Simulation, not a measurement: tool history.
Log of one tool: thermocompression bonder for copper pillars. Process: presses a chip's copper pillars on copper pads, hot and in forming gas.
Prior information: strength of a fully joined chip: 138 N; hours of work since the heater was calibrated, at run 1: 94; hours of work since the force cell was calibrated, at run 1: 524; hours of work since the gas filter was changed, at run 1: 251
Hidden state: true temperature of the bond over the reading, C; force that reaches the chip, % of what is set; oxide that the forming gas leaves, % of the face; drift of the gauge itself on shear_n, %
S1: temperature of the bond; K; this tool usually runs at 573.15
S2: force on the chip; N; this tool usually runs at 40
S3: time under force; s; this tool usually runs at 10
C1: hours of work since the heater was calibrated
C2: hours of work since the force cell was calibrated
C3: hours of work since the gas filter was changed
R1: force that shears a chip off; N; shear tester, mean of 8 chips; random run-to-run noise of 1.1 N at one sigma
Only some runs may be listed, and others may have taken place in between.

| run | hour | S1 | S2 | S3 | C1 | C2 | C3 | R1 |
|---|---|---|---|---|---|---|---|---|
| 1 | 0 | 573.15 | 40 | 10 | 94 | 524 | 251 | 87.5 |
| 2 | 25.6 | 554.15 | 40 | 10 | 110 | 540 | 266 | 69.3 |
| 3 | 44.9 | 554.15 | 40 | 10 | 122 | 552 | 278 | 70.8 |
|  | 65.3 | forming gas filter changed |
| 4 | 91.9 | 573.15 | 40 | 10 | 151 | 581 | 16 | 89.5 |
| 5 | 138.8 | 573.15 | 28 | 10 | 180 | 610 | 46 | 61.7 |
| 6 | 184.6 | 573.15 | 28 | 10 | 209 | 639 | 74 | 62 |
| 7 | 228.9 | 573.15 | 40 | 10 | 236 | 666 | 102 | 88.4 |
| 8 | 265.9 | 573.15 | 41 | 10 | 259 | 689 | 125 | 88.8 |
| 9 | 303.4 | 573.15 | 41 | 10 | 282 | 713 | 148 | 88.7 |
| 10 | 341.8 | 573.15 | 41 | 10 | 306 | 737 | 172 | 86.8 |
| 11 | 369.2 | 573.15 | 40 | 10 | 323 | 754 | 189 | 86.9 |
| 12 | 412.8 | 590.15 | 47 | 12 | 350 | 781 | 216 | 112.9 |
| 13 | 440 | 549.15 | 40 | 10 | 367 | 798 | 233 | 65.1 |
| 14 | 484.7 | 549.15 | 40 | 10 | 395 | 825 | 261 | 63.7 |
| 15 | 526.2 | 573.15 | 43 | 5 | 421 | 851 | 287 | 72.2 |
|  | 532.5 | forming gas filter changed |
| 16 | 551.4 | 556.15 | 25 | 19 | 436 | 867 | 12 | 56.3 |
| 17 | 574 | 556.15 | 25 | 19 | 450 | 881 | 26 | 54.9 |
| 18 | 608.9 | 584.15 | 36 | 10 | 472 | 902 | 47 | 87.3 |
| 19 | 640.8 | 584.15 | 36 | 10 | 492 | 922 | 67 | 89 |
| 20 | 664.5 | 584.15 | 36 | 10 | 507 | 937 | 82 | 86.7 |
| 21 | 683.5 | 584.15 | 36 | 10 | 518 | 949 | 94 | 86.8 |
|  | 719.1 | force cell calibrated |
| 22 | 721 | 573.15 | 49 | 10 | 541 | 1 | 116 | 104.2 |

Below are 5 alternative next runs, each starting from the tool's condition after run 22. Predict each:
| A | 743.2 | 573.15 | 49 | 5 | 555 | 15 | 130 | ? |
| B | 743.2 | 573.15 | 36 | 13 | 555 | 15 | 130 | ? |
| C | 743.2 | 546.15 | 38 | 6 | 555 | 15 | 130 | ? |
| D | 743.2 | 580.15 | 52 | 10 | 555 | 15 | 130 | ? |
| E | 743.2 | 573.15 | 39 | 6 | 555 | 15 | 130 | ? |

| run | R1 |
|---|---|
| A | 88.7 |
| B | 89.3 |
| C | 50.2 |
| D | 114.8 |
| E | 75.6 |
With the hidden condition removed and each run's random variation left untouched, the same runs would have given:
| run | R1 |
|---|---|
| A | 91.8 |
| B | 92.4 |
| C | 52.6 |
| D | 117.9 |
| E | 78.5 |
